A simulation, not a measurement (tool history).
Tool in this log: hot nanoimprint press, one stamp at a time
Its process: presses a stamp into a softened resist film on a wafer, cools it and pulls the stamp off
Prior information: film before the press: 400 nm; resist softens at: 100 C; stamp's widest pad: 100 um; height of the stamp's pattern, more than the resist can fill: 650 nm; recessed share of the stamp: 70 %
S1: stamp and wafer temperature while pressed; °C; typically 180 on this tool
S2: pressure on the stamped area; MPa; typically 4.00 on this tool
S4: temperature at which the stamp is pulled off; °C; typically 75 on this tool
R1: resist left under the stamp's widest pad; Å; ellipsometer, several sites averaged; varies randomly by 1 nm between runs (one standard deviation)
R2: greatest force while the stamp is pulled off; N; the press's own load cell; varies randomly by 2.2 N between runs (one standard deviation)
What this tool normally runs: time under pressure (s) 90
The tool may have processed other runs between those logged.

run 1 hour=0.0 | S1=180 S2=4.00 time_under_pressure_(s)=90 S4=75 | R1=2049 R2=249
run 2 hour=15.5 | S1=180 S2=4.00 time_under_pressure_(s)=90 S4=75 | R1=2043 R2=248
run 3 hour=24.5 | S1=180 S2=4.00 time_under_pressure_(s)=90 S4=75 | R1=2025 R2=254
run 4 hour=32.8 | S1=180 S2=6.12 time_under_pressure_(s)=90 S4=75 | R1=1713 R2=255
run 5 hour=41.9 | S1=180 S2=6.12 time_under_pressure_(s)=90 S4=63 | R1=1724 R2=316
run 6 hour=57.0 | S1=180 S2=4.00 time_under_pressure_(s)=90 S4=66 | R1=2026 R2=298
run 7 hour=64.2 | S1=180 S2=4.00 time_under_pressure_(s)=90 S4=75 | R1=2029 R2=257
run 8 hour=72.2 | S1=186 S2=4.00 time_under_pressure_(s)=46 S4=75 | R1=2032 R2=257
run 9 hour=85.1 | S1=192 S2=4.00 time_under_pressure_(s)=85 S4=74 | R1=1249 R2=267
run 10 hour=93.3 | S1=192 S2=4.00 time_under_pressure_(s)=85 S4=74 | R1=1249 R2=259
-- hour=109.8 stamp cleaned and given a new release coat
run 11 hour=114.9 | S1=180 S2=4.00 time_under_pressure_(s)=60 S4=83 | R1=2345 R2=200
run 12 hour=128.7 | S1=187 S2=4.00 time_under_pressure_(s)=90 S4=80 | R1=1510 R2=211
run 13 hour=142.7 | S1=187 S2=4.00 time_under_pressure_(s)=90 S4=80 | R1=1484 R2=215

Forecast each of these 4 alternatives for the next run:
run A hour=155.0 | S1=187 S2=4.00 time_under_pressure_(s)=90 S4=78 | R1=? R2=?
run B hour=155.0 | S1=187 S2=2.75 time_under_pressure_(s)=90 S4=80 | R1=? R2=?
run C hour=155.0 | S1=180 S2=4.00 time_under_pressure_(s)=90 S4=72 | R1=? R2=?
run D hour=155.0 | S1=188 S2=3.72 time_under_pressure_(s)=175 S4=80 | R1=? R2=?

run=A R1=1507 R2=224
run=B R1=1734 R2=211
run=C R1=2032 R2=253
run=D R1=1112 R2=216
What these runs would have given with no unlogged condition in the tool:
run=A R1=1580 R2=228
run=B R1=1817 R2=214
run=C R1=2128 R2=256
run=D R1=1169 R2=220
